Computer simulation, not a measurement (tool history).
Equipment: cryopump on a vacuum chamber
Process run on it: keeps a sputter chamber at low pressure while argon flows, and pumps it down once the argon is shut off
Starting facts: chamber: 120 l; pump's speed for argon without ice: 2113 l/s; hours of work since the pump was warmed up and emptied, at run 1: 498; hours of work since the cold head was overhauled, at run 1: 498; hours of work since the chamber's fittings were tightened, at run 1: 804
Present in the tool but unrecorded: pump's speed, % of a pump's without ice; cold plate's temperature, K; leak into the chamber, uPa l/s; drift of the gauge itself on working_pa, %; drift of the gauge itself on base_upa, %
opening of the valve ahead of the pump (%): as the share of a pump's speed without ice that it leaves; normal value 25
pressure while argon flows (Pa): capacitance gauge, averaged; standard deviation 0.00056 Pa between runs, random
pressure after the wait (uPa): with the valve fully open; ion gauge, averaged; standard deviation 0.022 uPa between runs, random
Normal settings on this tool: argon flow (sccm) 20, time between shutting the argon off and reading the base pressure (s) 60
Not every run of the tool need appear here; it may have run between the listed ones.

run	hour	argon flow (sccm)	time between shutting the argon off and reading the base pressure (s)	opening of the valve ahead of the pump (%)	hours of work since the pump was warmed up and emptied	hours of work since the cold head was overhauled	hours of work since the chamber's fittings were tightened	pressure while argon flows (Pa)	pressure after the wait (uPa)
1	0.0	20	60	25	498	498	804	0.0692	1.19
2	12.4	20	60	25	505	505	811	0.0692	1.24
3	25.3	20	60	25	512	512	818	0.0695	1.23
4	49.6	20	60	25	526	526	832	0.0694	1.20
5	61.9	20	60	25	533	533	839	0.0694	1.20
6	76.4	20	60	25	541	541	847	0.0706	1.23
7	92.1	20	60	25	550	550	856	0.0698	1.24
8	103.4	20	60	25	556	556	862	0.0695	1.24
9	122.5	20	60	25	567	567	873	0.0693	1.27
10	138.7	20	60	25	576	576	882	0.0705	1.31
11	157.7	20	60	25	587	587	893	0.0710	1.33
12	175.2	20	60	25	597	597	903	0.0697	1.31
13	187.3	20	60	25	603	603	910	0.0704	1.35
14	209.8	18	60	25	616	616	922	0.0643	1.32
15	221.0	18	60	25	622	622	928	0.0642	1.31
16	244.3	18	60	25	635	635	942	0.0654	1.28
17	254.6	18	60	25	641	641	947	0.0645	1.35
18	274.9	18	60	25	653	653	959	0.0638	1.37
19	297.5	17	60	33	665	665	971	0.0479	1.47
20	313.5	20	31	25	674	674	980	0.0722	1.82
21	329.5	20	31	25	683	683	989	0.0716	1.75
22	351.8	17	163	17	696	696	1002	0.0871	1.19
23	376.4	17	65	22	710	710	1016	0.0688	1.42
24	400.1	8	72	46	723	723	1029	0.0179	1.39
# hour 428.5: pump warmed up, emptied and cooled again
25	428.5	36	205	43	0	736	1042	0.0670	0.83
26	452.1	15	38	25	13	749	1056	0.0479	1.34
27	472.1	15	38	25	24	761	1067	0.0486	1.38
28	494.2	16	76	42	37	773	1079	0.0309	1.09
29	518.3	16	76	42	50	786	1093	0.0316	1.07
30	542.5	16	25	42	64	800	1106	0.0302	1.74
31	557.4	15	157	19	72	808	1115	0.0642	0.93
32	578.9	22	215	19	85	821	1127	0.0939	0.93
33	600.2	22	215	19	96	833	1139	0.0939	0.94
34	615.0	21	195	25	105	841	1147	0.0689	0.94

Some steps in pressure while argon flows (Pa), run to run, broken into two amounts with sign: the step expected even without the hidden condition (settings, incoming material, random variation), and the rest, left for the hidden condition together with whatever gauge scatter is not in both the measured and the hidden-condition-free result:
Run 19 -> 20: argon flow (sccm) 17 -> 20, time between shutting the argon off and reading the base pressure (s) 60 -> 31, opening of the valve ahead of the pump (%) 33 -> 25. pressure while argon flows (Pa) +0.0243: hidden state +0.0014, all else +0.0229.
Run 23 -> 24: argon flow (sccm) 17 -> 8, time between shutting the argon off and reading the base pressure (s) 65 -> 72, opening of the valve ahead of the pump (%) 22 -> 46. pressure while argon flows (Pa) -0.0509: hidden state -0.0036, all else -0.0473.
Run 24 -> 25: argon flow (sccm) 8 -> 36, time between shutting the argon off and reading the base pressure (s) 72 -> 205, opening of the valve ahead of the pump (%) 46 -> 43, pump warmed up, emptied and cooled again. pressure while argon flows (Pa) +0.0491: hidden state -0.0031, all else +0.0522.
Run 30 -> 31: argon flow (sccm) 16 -> 15, time between shutting the argon off and reading the base pressure (s) 25 -> 157, opening of the valve ahead of the pump (%) 42 -> 19. pressure while argon flows (Pa) +0.0340: hidden state +0.0000, all else +0.0340.
